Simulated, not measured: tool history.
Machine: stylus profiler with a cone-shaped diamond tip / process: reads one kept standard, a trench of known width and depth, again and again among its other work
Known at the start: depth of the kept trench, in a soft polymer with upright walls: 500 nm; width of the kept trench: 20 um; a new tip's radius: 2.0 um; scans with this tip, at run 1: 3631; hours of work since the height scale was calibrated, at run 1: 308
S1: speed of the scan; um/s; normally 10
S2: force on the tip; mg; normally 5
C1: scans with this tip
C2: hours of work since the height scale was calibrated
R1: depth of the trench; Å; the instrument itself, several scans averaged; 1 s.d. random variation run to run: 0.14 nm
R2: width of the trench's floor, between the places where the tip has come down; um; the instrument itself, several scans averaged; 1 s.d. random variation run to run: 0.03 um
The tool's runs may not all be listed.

run,hour,S1,S2,C1,C2,R1,R2
1,0,10,5,3631,308,5147.1,17.12
2,60.1,10,5,4014,340,5146.6,17.11
3,105.9,10,5,4307,365,5151.4,17.1
4,139.7,10,8.52,4522,383,5210.1,17.09
5,173.1,10,8.52,4735,401,5211,17.08
6,228.2,33,5,5087,431,5150.8,16.93
7,270.1,10,5,5354,454,5153.1,17.04
8,297.8,10,5,5531,469,5152.8,16.99
9,360.7,10,5,5932,503,5153,16.98
10,411.1,10,5,6254,530,5152.8,16.96
11,446.3,11,5,6478,549,5155,16.97
12,485.7,11,5,6730,570,5154.1,16.97
13,533.1,30,5,7032,596,5157.8,16.83
14,583.8,10,5,7356,623,5157.2,16.92
15,636.5,5,5,7692,652,5160.3,16.94
16,698,5,5,8085,685,5158.4,16.93
17,762.4,5,5,8496,720,5158.4,16.91
18,814.6,5,5,8829,748,5161.3,16.9
19,874.9,5,5,9214,781,5160.3,16.86
20,937.4,5,5,9612,814,5160.1,16.85
# hour 942.2: height scale calibrated on a step standard
21,966.7,5,5,9796,13,5166,16.84
22,1005.3,10,1.94,10043,34,5100.6,16.75
23,1058,10,1.94,10379,63,5101,16.76
24,1095.5,2,6.99,10618,83,5202.9,16.82
25,1140.1,4,6.99,10903,107,5201.9,16.82
26,1180,18,3.76,11157,129,5144.3,16.68
27,1235.1,18,3.76,11509,158,5147.6,16.67
# hour 1270.1: height scale calibrated on a step standard, once more
28,1282.2,6,4.82,11806,7,5138.7,16.72
29,1345.6,6,4.82,12211,41,5137.1,16.77
30,1394.5,11,4.82,12523,67,5141.9,16.68
31,1450.1,11,4.82,12878,97,5139.3,16.66
32,1502.8,28,3.42,13215,126,5111.6,16.57
33,1536,9,2.45,13426,144,5091.4,16.6
34,1590.5,10,2.45,13774,173,5090.2,16.62
35,1645.2,10,2.45,14123,203,5091.5,16.57
36,1701.5,10,2.45,14482,233,5091.4,16.56
37,1757.4,10,4.51,14839,263,5135.4,16.53
38,1793.6,17,2.02,15070,283,5085.6,16.48
39,1824.1,11,4.4,15264,299,5136.8,16.5
40,1881.2,10,6.66,15629,330,5180.2,16.55
41,1920.9,6,4.49,15882,352,5140.8,16.57
42,1982.3,6,4.49,16274,385,5139.6,16.54
43,2032.3,5,2.61,16593,412,5103,16.52
44,2084.5,2,8.26,16926,440,5206.4,16.59
45,2128.3,18,2.23,17206,464,5092.9,16.47

Each row is a separate what-if for the run after 45, all from the same tool condition, not one after another. Results?
A,2176.6,39,2.3,17514,490,?,?
B,2176.6,6,2.23,17514,490,?,?
C,2176.6,3,6.43,17514,490,?,?
D,2176.6,5,7.33,17514,490,?,?

run,R1,R2
A,5097.2,16.25
B,5093.2,16.44
C,5177.7,16.48
D,5191.3,16.47
With the hidden condition removed and each run's random variation left untouched, the same runs would have given:
run,R1,R2
A,5083.6,17.09
B,5079.6,17.27
C,5164,17.31
D,5177.6,17.3

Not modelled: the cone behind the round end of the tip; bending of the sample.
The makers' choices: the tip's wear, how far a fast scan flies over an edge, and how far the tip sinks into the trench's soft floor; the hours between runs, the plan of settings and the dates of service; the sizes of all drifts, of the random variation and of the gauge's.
